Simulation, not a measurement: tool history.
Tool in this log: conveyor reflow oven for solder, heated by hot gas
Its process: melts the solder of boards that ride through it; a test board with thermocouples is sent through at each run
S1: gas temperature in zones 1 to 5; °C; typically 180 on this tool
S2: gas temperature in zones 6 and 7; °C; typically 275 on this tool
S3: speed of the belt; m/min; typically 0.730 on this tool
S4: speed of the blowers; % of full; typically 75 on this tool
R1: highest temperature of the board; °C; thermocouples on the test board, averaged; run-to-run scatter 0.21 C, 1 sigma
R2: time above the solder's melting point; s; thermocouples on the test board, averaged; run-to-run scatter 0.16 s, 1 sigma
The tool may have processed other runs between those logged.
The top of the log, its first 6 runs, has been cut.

run   hour   S1   S2     S3  S4     R1    R2
  7   74.3  180  275  0.730  75  260.1  48.7
  8   81.6  180  272  0.730  75  257.8  47.1
  9   91.8  173  275  0.730  75  259.5  46.1
 10  103.3  173  275  0.730  75  259.4  46.3
 11  115.1  180  275  0.730  75  260.3  48.4
 12  129.3  180  275  0.730  75  260.6  48.3
 13  142.4  180  275  0.730  75  260.8  48.6
 14  151.4  180  275  0.730  75  260.6  48.6
     157.5  -- flux residue cleaned out of gas plates and filters
 15  171.7  180  275  0.730  89  264.1  50.7
 16  178.6  180  275  0.730  89  264.4  50.5
 17  191.8  187  275  0.685  74  264.9  56.2
 18  204.2  176  272  0.600  59  260.7  58.6
 19  214.0  180  275  0.730  70  260.7  48.9
 20  222.2  180  279  0.682  75  266.9  55.0
 21  237.0  180  279  0.682  75  267.6  55.2
 22  250.7  180  264  0.784  75  250.3  40.3
 23  265.7  180  266  0.784  78  252.4  41.9
 24  279.6  195  275  0.730  75  264.0  54.7
 25  286.0  195  278  0.730  75  266.5  55.7
 26  296.0  177  281  0.730  75  266.5  50.2
 27  307.3  177  287  0.730  75  271.7  52.1
 28  320.9  177  287  0.730  75  271.6  52.1
 29  328.5  177  287  0.730  75  271.5  52.3
 30  334.8  177  287  0.730  75  272.0  52.3
 31  344.8  169  275  0.730  75  259.6  45.5

Here are 3 independent what-if runs from the current tool condition. What would each one return?
  A  356.9  169  275  0.765  55   ?   ?
  B  356.9  167  287  0.725  75   ?   ?
  C  356.9  169  275  0.788  75   ?   ?

run     R1    R2
  A  252.0  38.6
  B  270.5  49.7
  C  257.5  40.8
The same runs, with their run-to-run variation unchanged, on a tool lacking any hidden condition would have given:
run     R1    R2
  A  250.6  37.8
  B  269.0  49.0
  C  256.2  40.1
